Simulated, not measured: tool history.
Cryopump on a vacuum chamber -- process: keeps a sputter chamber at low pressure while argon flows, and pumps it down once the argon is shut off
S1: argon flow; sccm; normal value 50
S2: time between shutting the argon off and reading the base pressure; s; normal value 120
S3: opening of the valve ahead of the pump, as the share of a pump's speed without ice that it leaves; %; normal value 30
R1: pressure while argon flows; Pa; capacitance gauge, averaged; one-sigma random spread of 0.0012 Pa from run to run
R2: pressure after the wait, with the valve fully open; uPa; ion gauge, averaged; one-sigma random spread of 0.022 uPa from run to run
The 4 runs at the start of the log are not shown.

run   hour  S1   S2  S3      R1    R2
  5   98.4  50  206  30  0.2944  2.08
  6  118.5  50  206  30  0.2970  2.04
  7  153.9  50  206  30  0.2981  2.11
  8  173.7  50  206  30  0.2995  2.21
  9  195.3  50  206  30  0.2987  2.26
 10  213.7  50  206  30  0.2967  2.24
 11  251.2  50  206  30  0.2992  2.39
 12  274.6  50  206  30  0.2987  2.38
 13  307.7  50  206  30  0.3016  2.34
 14  335.2  50  206  30  0.3043  2.46
 15  372.0  50  161  30  0.3042  2.60
 16  398.1  50  161  30  0.3029  2.70
 17  428.1  50  120  27  0.3362  2.82
 18  462.3  26  222  48  0.1041  2.73
 19  485.6  26  222  48  0.1035  2.78
 20  520.2  47  120  52  0.1755  3.01

Run 21 has not been measured yet. What should we expect?
 21  551.5  47  120  52   ?   ?

{"run 21": {"R1": 0.1763, "R2": 3.12}}
The same run, on a tool lacking any hidden state, would have yielded R1 0.1542 Pa, R2 0.61 uPa.
